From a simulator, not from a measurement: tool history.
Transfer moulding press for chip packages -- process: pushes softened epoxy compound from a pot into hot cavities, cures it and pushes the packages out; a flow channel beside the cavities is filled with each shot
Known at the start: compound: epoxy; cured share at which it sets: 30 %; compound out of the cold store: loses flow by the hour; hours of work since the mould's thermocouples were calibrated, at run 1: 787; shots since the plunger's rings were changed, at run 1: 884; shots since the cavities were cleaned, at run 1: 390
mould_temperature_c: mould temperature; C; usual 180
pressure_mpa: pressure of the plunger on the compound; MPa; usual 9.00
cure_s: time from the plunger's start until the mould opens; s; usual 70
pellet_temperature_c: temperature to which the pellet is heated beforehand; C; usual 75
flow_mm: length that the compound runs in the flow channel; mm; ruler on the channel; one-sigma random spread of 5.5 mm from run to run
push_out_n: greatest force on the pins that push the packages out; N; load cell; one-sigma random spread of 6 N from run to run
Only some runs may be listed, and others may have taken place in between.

run   hour  mould_temperature_c  pressure_mpa  cure_s  pellet_temperature_c  hours of work since the mould's thermocouples were calibrated  shots since the plunger's rings were changed  shots since the cavities were cleaned  incoming compound's hours out of the cold store  flow_mm  push_out_n
  1    0.0                  180          9.00      70                    75                                                            787                                           884                                    390                                             29.0      784         349
  2   15.7                  180          9.00      70                    75                                                            799                                          1193                                    699                                             35.1      771         387
      32.3  -- cavities cleaned with cleaning compound and waxed
  3   41.0                  180          9.00      70                    75                                                            817                                          1664                                    172                                             37.9      758         283
  4   63.5                  177          9.00      70                    75                                                            835                                          2108                                    616                                             47.9      737         438
      74.0  -- mould's thermocouples calibrated
      86.5  -- cavities cleaned with cleaning compound and waxed
      93.6  -- plunger's sealing rings changed
  5   99.6                  177          9.00      70                    75                                                             17                                           119                                    211                                             18.0      824         370
  6  124.5                  177          9.00      70                    75                                                             36                                           609                                    701                                             28.3      796         488
     140.5  -- cavities cleaned with cleaning compound and waxed
  7  148.6                  177          9.00      70                    75                                                             54                                          1056                                    161                                              8.8      835         365
  8  170.6                  180          9.00      79                    75                                                             71                                          1489                                    594                                             30.3      785         320
     192.8  -- cavities cleaned with cleaning compound and waxed
  9  192.8                  180          9.00      79                    75                                                             87                                          1897                                      0                                             17.2      799         194
 10  215.9                  180          9.00      79                    80                                                            105                                          2352                                    455                                             38.5      756         308
     229.1  -- plunger's sealing rings changed
 11  243.6                  180          9.00      75                    75                                                            124                                           287                                    953                                             39.7      769         368
     247.4  -- cavities cleaned with cleaning compound and waxed
 12  265.7                  180          9.00      70                    75                                                            140                                           693                                    361                                             10.5      815         358
 13  293.3                  180          9.00      70                    75                                                            162                                          1238                                    906                                             11.5      828         427
     300.7  -- cavities cleaned with cleaning compound and waxed
 14  310.2                  180          9.00      79                    69                                                            174                                          1542                                    189                                             28.6      784         242
 15  337.5                  183          8.72      58                    81                                                            195                                          2079                                    726                                             29.2      755         520
     353.4  -- cavities cleaned with cleaning compound and waxed
 16  356.9                  183          8.72      58                    81                                                            209                                          2434                                     70                                             15.7      783         358
     366.4  -- plunger's sealing rings changed
 17  380.0                  180          9.00      70                    66                                                            225                                           268                                    475                                             42.4      773         367
     408.9  -- cavities cleaned with cleaning compound and waxed
 18  410.4                  180          9.00      70                    68                                                            247                                           839                                     30                                             39.9      775         247
 19  441.2                  180         10.54      70                    75                                                            271                                          1447                                    638                                             28.8      840         391
     462.0  -- cavities cleaned with cleaning compound and waxed
 20  464.3                  180         10.54      70                    75                                                            288                                          1872                                     46                                             18.1      866         246
 21  480.1                  180          7.54      70                    80                                                            300                                          2184                                    358                                             40.0      688         331
     501.6  -- plunger's sealing rings changed
 22  504.4                  180          7.54      70                    80                                                            317                                            57                                    788                                             25.5      735         391
     518.2  -- cavities cleaned with cleaning compound and waxed
 23  536.9                  180          7.54      70                    80                                                            341                                           669                                    370                                             48.0      687         312
 24  562.0                  180          9.00     103                    78                                                            361                                          1163                                    864                                             10.1      821         294
     570.0  -- cavities cleaned with cleaning compound and waxed
 25  590.4                  175          9.00      70                    75                                                            382                                          1695                                    403                                             43.6      755         476
 26  614.1                  177          9.00      55                    75                                                            400                                          2160                                    868                                             28.1      772         932

Hidden state or all else? Some run-to-run changes of flow_mm, split into what the settings, what came in and random variation would give without the hidden state, and what is left for the hidden state (with any gauge scatter that isn't in both results):
What the log doesn't record here: true mould temperature over the reading, C; pressure that reaches the compound, % of what is set; grip of the stained cavities, % over clean ones'; drift of the gauge itself on flow_mm, %; drift of the gauge itself on push_out_n, %.
Run 10 -> 11: cure_s 79 -> 75, pellet_temperature_c 80 -> 75, plunger's sealing rings changed. flow_mm +13 mm: hidden state +22, all else -9.
Run 16 -> 17: mould_temperature_c 183 -> 180, pressure_mpa 8.72 -> 9.00, cure_s 58 -> 70, pellet_temperature_c 81 -> 66, plunger's sealing rings changed. flow_mm -10 mm: hidden state +24, all else -34.
Run 20 -> 21: pressure_mpa 10.54 -> 7.54, pellet_temperature_c 75 -> 80. flow_mm -178 mm: hidden state +3, all else -181.
Run 23 -> 24: pressure_mpa 7.54 -> 9.00, cure_s 70 -> 103, pellet_temperature_c 80 -> 78. flow_mm +134 mm: hidden state -7, all else +141.
